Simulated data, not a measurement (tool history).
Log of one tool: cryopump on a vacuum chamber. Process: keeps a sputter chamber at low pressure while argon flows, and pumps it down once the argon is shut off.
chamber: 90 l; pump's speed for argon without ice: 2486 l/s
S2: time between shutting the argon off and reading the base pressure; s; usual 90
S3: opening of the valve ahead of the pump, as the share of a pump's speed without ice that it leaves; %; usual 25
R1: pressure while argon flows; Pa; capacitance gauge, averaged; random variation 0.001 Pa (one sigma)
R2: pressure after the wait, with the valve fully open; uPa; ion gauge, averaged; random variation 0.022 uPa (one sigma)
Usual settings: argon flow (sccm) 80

run 1 hour=0.0 | argon_flow_(sccm)=80 S2=90 S3=25 | R1=0.2228 R2=1.19
run 2 hour=17.2 | argon_flow_(sccm)=80 S2=90 S3=25 | R1=0.2205 R2=1.17
run 3 hour=26.7 | argon_flow_(sccm)=80 S2=90 S3=25 | R1=0.2235 R2=1.13
run 4 hour=44.5 | argon_flow_(sccm)=80 S2=90 S3=25 | R1=0.2236 R2=1.19
run 5 hour=55.0 | argon_flow_(sccm)=80 S2=90 S3=25 | R1=0.2224 R2=1.23
run 6 hour=66.0 | argon_flow_(sccm)=80 S2=90 S3=19 | R1=0.2907 R2=1.19
run 7 hour=75.7 | argon_flow_(sccm)=80 S2=90 S3=19 | R1=0.2913 R2=1.23
run 8 hour=94.9 | argon_flow_(sccm)=105 S2=90 S3=25 | R1=0.2911 R2=1.18
run 9 hour=107.7 | argon_flow_(sccm)=73 S2=227 S3=23 | R1=0.2223 R2=0.96
run 10 hour=121.9 | argon_flow_(sccm)=80 S2=227 S3=18 | R1=0.3092 R2=0.95
run 11 hour=134.7 | argon_flow_(sccm)=125 S2=263 S3=20 | R1=0.4355 R2=1.01
run 12 hour=143.2 | argon_flow_(sccm)=125 S2=263 S3=20 | R1=0.4322 R2=0.92
run 13 hour=158.6 | argon_flow_(sccm)=125 S2=263 S3=20 | R1=0.4354 R2=0.94

Forecast each of these 4 alternatives for the next run:
run A hour=170.4 | argon_flow_(sccm)=85 S2=75 S3=21 | R1=? R2=?
run B hour=170.4 | argon_flow_(sccm)=80 S2=92 S3=23 | R1=? R2=?
run C hour=170.4 | argon_flow_(sccm)=93 S2=90 S3=25 | R1=? R2=?
run D hour=170.4 | argon_flow_(sccm)=155 S2=38 S3=25 | R1=? R2=?

run=A R1=0.2793 R2=1.29
run=B R1=0.2391 R2=1.26
run=C R1=0.2592 R2=1.28
run=D R1=0.4334 R2=1.84
Without the tool's hidden state the same runs would have given:
run=A R1=0.2732 R2=0.62
run=B R1=0.2333 R2=0.55
run=C R1=0.2524 R2=0.58
run=D R1=0.4221 R2=1.14
